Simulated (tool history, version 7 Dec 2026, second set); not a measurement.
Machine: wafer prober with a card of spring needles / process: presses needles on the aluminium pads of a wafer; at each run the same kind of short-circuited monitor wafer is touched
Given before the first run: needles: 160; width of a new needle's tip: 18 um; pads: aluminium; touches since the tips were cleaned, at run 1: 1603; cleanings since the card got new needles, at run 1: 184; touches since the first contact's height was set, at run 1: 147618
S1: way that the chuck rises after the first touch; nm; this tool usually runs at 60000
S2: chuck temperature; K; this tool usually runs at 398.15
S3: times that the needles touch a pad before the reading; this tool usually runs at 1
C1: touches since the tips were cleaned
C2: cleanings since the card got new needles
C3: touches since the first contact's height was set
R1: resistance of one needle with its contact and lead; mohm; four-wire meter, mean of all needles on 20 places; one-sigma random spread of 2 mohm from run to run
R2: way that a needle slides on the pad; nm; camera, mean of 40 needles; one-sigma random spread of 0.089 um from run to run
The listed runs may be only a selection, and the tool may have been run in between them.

Run 1, hour 0: usual settings; C1 1603; C2 184; C3 147618. Result: R1 214 mohm, R2 16280 nm.
At hour 1: tips cleaned on abrasive film.
At hour 5.3: tips cleaned on abrasive film.
At hour 9.7: tips cleaned on abrasive film.
At hour 14: tips cleaned on abrasive film.
Run 2, hour 17.2: usual settings; C1 1559; C2 188; C3 155907. Result: R1 215 mohm, R2 16320 nm.
At hour 18.2: tips cleaned on abrasive film.
At hour 22.5: tips cleaned on abrasive film.
At hour 26.9: tips cleaned on abrasive film.
Run 3, hour 28.6: usual settings; C1 871; C2 191; C3 161407. Result: R1 216 mohm, R2 16210 nm.
At hour 30.4: tips cleaned on abrasive film.
At hour 34.8: tips cleaned on abrasive film.
At hour 38.7: tips cleaned on abrasive film.
Run 4, hour 38.7: usual settings; C1 0; C2 194; C3 166207. Result: R1 218 mohm, R2 16290 nm.
At hour 43: tips cleaned on abrasive film.
At hour 46.6: tips cleaned on abrasive film.
Run 5, hour 47.2: usual settings; C1 332; C2 196; C3 170326. Result: R1 215 mohm, R2 16240 nm.
At hour 50.7: tips cleaned on abrasive film.
At hour 55.1: tips cleaned on abrasive film.
At hour 58.6: tips cleaned on abrasive film.
At hour 63: tips cleaned on abrasive film.
Run 6, hour 65.9: usual settings; C1 1437; C2 200; C3 179338. Result: R1 215 mohm, R2 16370 nm.
At hour 66.8: tips cleaned on abrasive film.
At hour 71.1: tips cleaned on abrasive film.
At hour 75.5: tips cleaned on abrasive film.
At hour 79.8: tips cleaned on abrasive film.
Run 7, hour 80.9: usual settings; C1 537; C2 204; C3 186543. Result: R1 217 mohm, R2 16250 nm.
At hour 83.6: tips cleaned on abrasive film.
At hour 87.9: tips cleaned on abrasive film.
At hour 91.4: tips cleaned on abrasive film.
At hour 95.8: tips cleaned on abrasive film.
Run 8, hour 96.2: usual settings; C1 186; C2 208; C3 193873. Result: R1 215 mohm, R2 16270 nm.
At hour 99.7: tips cleaned on abrasive film.
At hour 103.2: tips cleaned on abrasive film.
At hour 107.5: tips cleaned on abrasive film.
Run 9, hour 110.5: usual settings; C1 1464; C2 211; C3 200807. Result: R1 215 mohm, R2 16300 nm.
At hour 111.5: tips cleaned on abrasive film.
At hour 115.8: tips cleaned on abrasive film.
At hour 120.2: tips cleaned on abrasive film.
At hour 124.6: tips cleaned on abrasive film.
Run 10, hour 125.6: usual settings; C1 536; C2 215; C3 208071. Result: R1 216 mohm, R2 16140 nm.
At hour 128.3: tips cleaned on abrasive film.
At hour 132.7: tips cleaned on abrasive film.
At hour 137: tips cleaned on abrasive film.
At hour 141.4: tips cleaned on abrasive film.
Run 11, hour 143.2: usual settings but S1 45000 nm; C1 911; C2 219; C3 216559. Result: R1 221 mohm, R2 12180 nm.
At hour 145: tips cleaned on abrasive film.
At hour 148.5: tips cleaned on abrasive film.
At hour 152.8: tips cleaned on abrasive film.
At hour 156.5: height of the first contact set anew.
At hour 156.8: tips cleaned on abrasive film.
Run 12, hour 156.8: usual settings but S2 363.15 K; C1 0; C2 223; C3 114. Result: R1 210 mohm, R2 16230 nm.
At hour 161.1: tips cleaned on abrasive film.
At hour 164.6: tips cleaned on abrasive film.
At hour 169: tips cleaned on abrasive film.
Run 13, hour 171.4: usual settings but S2 363.15 K; C1 1183; C2 226; C3 7150. Result: R1 209 mohm, R2 16090 nm.
At hour 173.1: tips cleaned on abrasive film.
At hour 176.6: tips cleaned on abrasive film.
At hour 180.9: tips cleaned on abrasive film.
At hour 185.2: tips cleaned on abrasive film.
Run 14, hour 186.5: usual settings but S2 363.15 K; C1 635; C2 230; C3 14422. Result: R1 206 mohm, R2 16340 nm.
At hour 189.2: tips cleaned on abrasive film.
At hour 193.5: tips cleaned on abrasive film.
At hour 197.9: tips cleaned on abrasive film.
Run 15, hour 198.5: usual settings but S2 336.15 K; C1 294; C2 233; C3 20179. Result: R1 206 mohm, R2 16240 nm.
At hour 202: tips cleaned on abrasive film.
At hour 205.5: tips cleaned on abrasive film.
Run 16, hour 208.9: usual settings but S1 72000 nm, S2 317.15 K; C1 1680; C2 235; C3 25219. Result: R1 197 mohm, R2 19420 nm.
At hour 209.8: tips cleaned on abrasive film.
At hour 214.2: tips cleaned on abrasive film.
At hour 218.6: tips cleaned on abrasive film.
At hour 222.1: tips cleaned on abrasive film.
At hour 226.4: tips cleaned on abrasive film.
Run 17, hour 228.2: usual settings but S1 45000 nm, S2 317.15 K, S3 2; C1 857; C2 240; C3 34489. Result: R1 202 mohm, R2 12170 nm.
At hour 230: tips cleaned on abrasive film.
At hour 233.5: tips cleaned on abrasive film.
At hour 237.8: tips cleaned on abrasive film.
At hour 241.3: tips cleaned on abrasive film.
At hour 245.2: tips cleaned on abrasive film.
Run 18, hour 245.2: usual settings but S1 45000 nm, S2 317.15 K, S3 2; C1 0; C2 245; C3 42641. Result: R1 202 mohm, R2 12190 nm.
At hour 249.5: tips cleaned on abrasive film.
At hour 253.9: tips cleaned on abrasive film.
At hour 258.3: tips cleaned on abrasive film.
At hour 262.6: tips cleaned on abrasive film.
Run 19, hour 263.5: usual settings but S1 45000 nm, S2 317.15 K, S3 2; C1 437; C2 249; C3 51474. Result: R1 203 mohm, R2 12230 nm.
At hour 266.2: tips cleaned on abrasive film.
At hour 270.5: tips cleaned on abrasive film.
Run 20, hour 272.9: usual settings but S1 41000 nm, S2 318.15 K; C1 1182; C2 251; C3 56023. Result: R1 204 mohm, R2 10980 nm.
At hour 274.7: tips cleaned on abrasive film.
At hour 279: tips cleaned on abrasive film.
Run 21, hour 281.3: usual settings but S1 41000 nm, S2 318.15 K; C1 1101; C2 253; C3 60044. Result: R1 204 mohm, R2 11050 nm.
At hour 283.1: tips cleaned on abrasive film.
At hour 287.4: tips cleaned on abrasive film.
Run 22, hour 289.6: usual settings but S1 55000 nm, S3 2; C1 1083; C2 255; C3 64038. Result: R1 213 mohm, R2 14870 nm.
At hour 291.4: tips cleaned on abrasive film.
At hour 295.7: tips cleaned on abrasive film.
At hour 300: tips cleaned on abrasive film.
At hour 304.4: tips cleaned on abrasive film.
Run 23, hour 307.2: usual settings but S1 54000 nm, S2 332.15 K, S3 2; C1 1391; C2 259; C3 72524. Result: R1 204 mohm, R2 14630 nm.
At hour 308.1: tips cleaned on abrasive film.
At hour 312.5: tips cleaned on abrasive film.
At hour 316.8: tips cleaned on abrasive film.
Run 24, hour 316.8: usual settings but S1 54000 nm, S2 332.15 K, S3 2; C1 0; C2 262; C3 77127. Result: R1 204 mohm, R2 14580 nm.
At hour 321.1: tips cleaned on abrasive film.
At hour 325.3: tips cleaned on abrasive film.
At hour 329.7: tips cleaned on abrasive film.
At hour 341.7: card fitted with new needles.
At hour 346: tips cleaned on abrasive film.
Run 25, hour 348.2: usual settings but S1 54000 nm, S2 332.15 K, S3 2; C1 1059; C2 1; C3 3163. Result: R1 204 mohm, R2 14670 nm.
At hour 350: tips cleaned on abrasive film.
At hour 354.3: tips cleaned on abrasive film.
Run 26, hour 357: usual settings but S1 54000 nm, S2 332.15 K, S3 2; C1 1356; C2 3; C3 7443. Result: R1 204 mohm, R2 14630 nm.
At hour 357.9: tips cleaned on abrasive film.
At hour 362.3: tips cleaned on abrasive film.
At hour 366.6: tips cleaned on abrasive film.
At hour 370.1: tips cleaned on abrasive film.
At hour 374.5: tips cleaned on abrasive film.
Run 27, hour 376.3: usual settings but S1 54000 nm, S2 332.15 K, S3 2; C1 898; C2 8; C3 16706. Result: R1 203 mohm, R2 14770 nm.

Forecast each of these 4 alternatives for the next run:
At hour 378.1: tips cleaned on abrasive film.
At hour 382.5: tips cleaned on abrasive film.
At hour 386.8: tips cleaned on abrasive film.
At hour 391.2: tips cleaned on abrasive film.
Run A, hour 394.2: usual settings but S2 309.15 K, S3 3; C1 1495; C2 12; C3 25351. Result: R1 ?, R2 ?.
At hour 378.1: tips cleaned on abrasive film.
At hour 382.5: tips cleaned on abrasive film.
At hour 386.8: tips cleaned on abrasive film.
At hour 391.2: tips cleaned on abrasive film.
Run B, hour 394.2: usual settings but S2 307.15 K; C1 1495; C2 12; C3 25351. Result: R1 ?, R2 ?.
At hour 378.1: tips cleaned on abrasive film.
At hour 382.5: tips cleaned on abrasive film.
At hour 386.8: tips cleaned on abrasive film.
At hour 391.2: tips cleaned on abrasive film.
Run C, hour 394.2: usual settings but S2 305.15 K, S3 2; C1 1495; C2 12; C3 25351. Result: R1 ?, R2 ?.
At hour 378.1: tips cleaned on abrasive film.
At hour 382.5: tips cleaned on abrasive film.
At hour 386.8: tips cleaned on abrasive film.
At hour 391.2: tips cleaned on abrasive film.
Run D, hour 394.2: usual settings but S1 54000 nm, S2 350.15 K, S3 2; C1 1495; C2 12; C3 25351. Result: R1 ?, R2 ?.

run   R1     R2
  A  199  16370
  B  194  16270
  C  197  16280
  D  205  14650
Had the tool no hidden state, the same runs would have come out as:
run   R1     R2
  A  199  16370
  B  194  16270
  C  197  16280
  D  205  14650
